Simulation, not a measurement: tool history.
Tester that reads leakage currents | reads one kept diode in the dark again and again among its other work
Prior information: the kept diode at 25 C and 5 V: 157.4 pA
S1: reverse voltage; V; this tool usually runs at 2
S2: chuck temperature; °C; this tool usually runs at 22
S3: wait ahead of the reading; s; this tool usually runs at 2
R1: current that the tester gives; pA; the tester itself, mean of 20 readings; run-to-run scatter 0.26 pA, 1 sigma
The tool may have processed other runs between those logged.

| run | hour | S1 | S2 | S3 | R1 |
|---|---|---|---|---|---|
| 1 | 0 | 2 | 22 | 2 | 96.06 |
|  | 54 | tester calibrated |
|  | 153.7 | probe card cleaned and baked |
| 2 | 180.7 | 2 | 22 | 2 | 90.78 |
| 3 | 267.6 | 2 | 22 | 2 | 92.77 |
| 4 | 358.6 | 2 | 22 | 2 | 93.45 |
| 5 | 453.4 | 2 | 22 | 2 | 93.38 |
| 6 | 529.2 | 2 | 27 | 2 | 139.59 |
|  | 563.7 | chuck's temperature calibrated |
| 7 | 618.1 | 3.05 | 22 | 1.49 | 102.74 |
| 8 | 736.4 | 2 | 22 | 6.5 | 86.33 |
| 9 | 897.9 | 2 | 22 | 6.5 | 87.22 |
| 10 | 1044.2 | 15.52 | 51 | 0.96 | 1762.62 |

Run 11, settings as shown, results not yet in. Your forecast:
| 11 | 1150.7 | 1.16 | 38 | 3.37 | ? |

{"run 11": {"R1": 243.48}}
Minus the tool's unlogged condition, the same run would have read R1 238.32 pA.
